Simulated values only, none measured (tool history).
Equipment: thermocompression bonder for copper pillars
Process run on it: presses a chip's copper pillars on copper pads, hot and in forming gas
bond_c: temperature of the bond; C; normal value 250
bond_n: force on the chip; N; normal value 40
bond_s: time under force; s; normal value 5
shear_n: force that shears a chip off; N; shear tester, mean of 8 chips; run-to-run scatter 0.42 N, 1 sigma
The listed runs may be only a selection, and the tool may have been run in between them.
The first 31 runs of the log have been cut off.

run	hour	bond_c	bond_n	bond_s	hours of work since the heater was calibrated	hours of work since the force cell was calibrated	hours of work since the gas filter was changed	shear_n
32	279.6	267	27	3	108	255	121	42.1
33	291.8	231	54	14	117	264	130	60.4
34	300.9	231	54	14	123	271	136	60.4
35	306.4	231	57	5	127	275	140	44.4
36	316.2	265	39	5	134	282	147	58.4
37	326.8	250	42	5	142	289	155	50.1
38	332	239	34	5	145	293	158	37.7
39	341.6	250	46	5	152	300	165	52.7

Consider 4 possible next runs. They are alternatives, not a sequence: every one starts from the tool as it was left by run 39. What does each give?
A	346.8	250	44	5	156	303	169	?
B	346.8	224	40	5	156	303	169	?
C	346.8	260	46	5	156	303	169	?
D	346.8	250	44	5	156	303	169	?

run	shear_n
A	51.5
B	32
C	59.4
D	50.9
The same runs, with their run-to-run variation unchanged, on a tool lacking any hidden condition would have given:
run	shear_n
A	52.5
B	32.3
C	60.7
D	51.9
